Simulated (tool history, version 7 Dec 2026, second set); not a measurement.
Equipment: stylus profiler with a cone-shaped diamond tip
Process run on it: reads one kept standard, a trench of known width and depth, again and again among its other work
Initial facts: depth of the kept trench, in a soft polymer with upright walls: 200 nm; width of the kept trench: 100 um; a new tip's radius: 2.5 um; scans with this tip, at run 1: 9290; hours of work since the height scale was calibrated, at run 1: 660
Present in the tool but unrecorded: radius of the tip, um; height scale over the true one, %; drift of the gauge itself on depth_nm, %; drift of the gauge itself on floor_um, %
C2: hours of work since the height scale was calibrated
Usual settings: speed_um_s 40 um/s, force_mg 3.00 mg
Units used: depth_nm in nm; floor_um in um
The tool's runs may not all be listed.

run 1 day=0.000 | speed_um_s=40 force_mg=3.00 | scans_with_this_tip=9290 C2=660 | depth_nm=203.65 floor_um=97.91
run 2 day=2.429 | speed_um_s=40 force_mg=3.00 | scans_with_this_tip=9723 C2=691 | depth_nm=203.71 floor_um=97.96
run 3 day=3.896 | speed_um_s=40 force_mg=3.00 | scans_with_this_tip=9984 C2=709 | depth_nm=203.64 floor_um=97.95
run 4 day=5.504 | speed_um_s=40 force_mg=1.38 | scans_with_this_tip=10270 C2=730 | depth_nm=202.14 floor_um=97.87
run 5 day=7.433 | speed_um_s=40 force_mg=3.00 | scans_with_this_tip=10614 C2=754 | depth_nm=203.67 floor_um=97.91
run 6 day=8.546 | speed_um_s=40 force_mg=3.00 | scans_with_this_tip=10812 C2=768 | depth_nm=203.66 floor_um=97.91
run 7 day=10.550 | speed_um_s=40 force_mg=3.00 | scans_with_this_tip=11169 C2=794 | depth_nm=203.67 floor_um=97.92
-- day=12.038 height scale calibrated on a step standard
run 8 day=13.021 | speed_um_s=40 force_mg=1.02 | scans_with_this_tip=11606 C2=12 | depth_nm=201.83 floor_um=97.79
run 9 day=14.888 | speed_um_s=25 force_mg=3.00 | scans_with_this_tip=11938 C2=36 | depth_nm=203.61 floor_um=97.99
run 10 day=16.371 | speed_um_s=25 force_mg=3.00 | scans_with_this_tip=12202 C2=55 | depth_nm=203.67 floor_um=97.97
run 11 day=17.608 | speed_um_s=25 force_mg=3.00 | scans_with_this_tip=12422 C2=70 | depth_nm=203.67 floor_um=97.95
run 12 day=19.775 | speed_um_s=25 force_mg=2.39 | scans_with_this_tip=12809 C2=98 | depth_nm=203.02 floor_um=97.97
run 13 day=22.225 | speed_um_s=25 force_mg=2.39 | scans_with_this_tip=13245 C2=129 | depth_nm=203.13 floor_um=97.92
run 14 day=23.483 | speed_um_s=25 force_mg=2.39 | scans_with_this_tip=13469 C2=145 | depth_nm=203.13 floor_um=97.96
run 15 day=24.825 | speed_um_s=25 force_mg=2.39 | scans_with_this_tip=13708 C2=162 | depth_nm=203.17 floor_um=97.97
run 16 day=27.192 | speed_um_s=25 force_mg=2.39 | scans_with_this_tip=14129 C2=192 | depth_nm=203.22 floor_um=97.97
run 17 day=28.512 | speed_um_s=40 force_mg=1.07 | scans_with_this_tip=14364 C2=208 | depth_nm=201.84 floor_um=97.85
run 18 day=30.179 | speed_um_s=40 force_mg=1.07 | scans_with_this_tip=14661 C2=230 | depth_nm=201.82 floor_um=97.88
run 19 day=31.738 | speed_um_s=105 force_mg=1.82 | scans_with_this_tip=14938 C2=249 | depth_nm=202.63 floor_um=97.67
run 20 day=32.967 | speed_um_s=23 force_mg=2.97 | scans_with_this_tip=15157 C2=265 | depth_nm=203.66 floor_um=97.96
run 21 day=35.338 | speed_um_s=23 force_mg=2.97 | scans_with_this_tip=15580 C2=295 | depth_nm=203.65 floor_um=97.96

Run 22 comes next. What will it give?
run 22 day=36.967 | speed_um_s=23 force_mg=2.97 | scans_with_this_tip=15870 C2=315 | depth_nm=? floor_um=?

{"run 22": {"depth_nm": 203.65, "floor_um": 97.96}}
With no hidden state in the tool, this same run would have given depth_nm 203.65 nm, floor_um 97.97 um.
